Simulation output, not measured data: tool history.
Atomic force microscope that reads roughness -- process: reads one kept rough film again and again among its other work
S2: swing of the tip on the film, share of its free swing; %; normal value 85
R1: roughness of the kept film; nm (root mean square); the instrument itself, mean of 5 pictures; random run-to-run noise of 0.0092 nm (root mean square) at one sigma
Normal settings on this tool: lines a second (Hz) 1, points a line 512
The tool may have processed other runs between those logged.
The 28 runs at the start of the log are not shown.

run 29 day=16.617 | lines_a_second_(Hz)=3.81 S2=65 points_a_line=512 | R1=1.946
run 30 day=17.004 | lines_a_second_(Hz)=3.81 S2=65 points_a_line=512 | R1=1.91
run 31 day=17.675 | lines_a_second_(Hz)=3.81 S2=65 points_a_line=512 | R1=1.914
-- day=18.142 new tip fitted
run 32 day=18.333 | lines_a_second_(Hz)=3.81 S2=65 points_a_line=512 | R1=1.953
run 33 day=18.967 | lines_a_second_(Hz)=1 S2=88 points_a_line=574 | R1=1.969
run 34 day=19.646 | lines_a_second_(Hz)=1.77 S2=80 points_a_line=271 | R1=1.898
run 35 day=20.438 | lines_a_second_(Hz)=2.71 S2=85 points_a_line=377 | R1=1.621
-- day=20.817 new tip fitted
run 36 day=20.938 | lines_a_second_(Hz)=1 S2=85 points_a_line=538 | R1=2.031
run 37 day=21.362 | lines_a_second_(Hz)=0.55 S2=66 points_a_line=527 | R1=2.254
run 38 day=21.812 | lines_a_second_(Hz)=0.55 S2=66 points_a_line=527 | R1=2.27
run 39 day=22.342 | lines_a_second_(Hz)=0.55 S2=66 points_a_line=527 | R1=2.22
run 40 day=22.908 | lines_a_second_(Hz)=0.69 S2=62 points_a_line=512 | R1=2.203
run 41 day=23.329 | lines_a_second_(Hz)=1 S2=64 points_a_line=759 | R1=2.17

Here are 4 independent what-if runs from the current tool condition. What would each one return?
-- day=23.467 new tip fitted
run A day=23.967 | lines_a_second_(Hz)=1.98 S2=89 points_a_line=512 | R1=?
-- day=23.467 new tip fitted
run B day=23.967 | lines_a_second_(Hz)=1.44 S2=76 points_a_line=942 | R1=?
-- day=23.467 new tip fitted
run C day=23.967 | lines_a_second_(Hz)=1 S2=76 points_a_line=512 | R1=?
-- day=23.467 new tip fitted
run D day=23.967 | lines_a_second_(Hz)=3.84 S2=56 points_a_line=353 | R1=?

run=A R1=1.722
run=B R1=2.048
run=C R1=2.143
run=D R1=2.106
With the hidden condition removed and each run's random variation left untouched, the same runs would have given:
run=A R1=1.76
run=B R1=2.093
run=C R1=2.191
run=D R1=2.153
